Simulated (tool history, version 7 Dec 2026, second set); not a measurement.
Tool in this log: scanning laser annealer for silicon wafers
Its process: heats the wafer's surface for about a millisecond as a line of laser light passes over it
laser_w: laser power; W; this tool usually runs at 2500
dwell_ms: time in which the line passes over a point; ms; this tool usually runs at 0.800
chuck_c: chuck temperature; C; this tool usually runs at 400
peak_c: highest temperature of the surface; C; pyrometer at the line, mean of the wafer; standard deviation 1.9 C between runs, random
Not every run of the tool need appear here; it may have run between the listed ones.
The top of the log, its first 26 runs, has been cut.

run,hour,laser_w,dwell_ms,chuck_c,peak_c
27,613.4,2171,0.696,398,966
28,637.4,2171,0.859,424,1049
29,662.5,2171,0.859,424,1050
30,677.4,2727,0.755,424,1222
31,699.1,2459,0.994,424,1216
32,713.2,2459,0.994,424,1216
33,726.8,2500,0.800,367,1094
34,750.9,2564,0.979,365,1194
35,766.1,2420,0.979,361,1125
36,797.8,2420,0.979,361,1128
37,814.2,2304,0.801,362,1011
38,836.9,2304,0.801,362,1015
39,864.1,2304,0.801,362,1014
40,894.8,2281,0.765,433,1057

Each row is a separate what-if for the run after 40, all from the same tool condition, not one after another. Results?
A,920.0,2410,0.644,422,?
B,920.0,2409,0.809,405,?
C,920.0,2646,0.705,364,?

run,peak_c
A,1041
B,1097
C,1097
With the hidden condition removed and each run's random variation left untouched, the same runs would have given:
run,peak_c
A,1073
B,1132
C,1135

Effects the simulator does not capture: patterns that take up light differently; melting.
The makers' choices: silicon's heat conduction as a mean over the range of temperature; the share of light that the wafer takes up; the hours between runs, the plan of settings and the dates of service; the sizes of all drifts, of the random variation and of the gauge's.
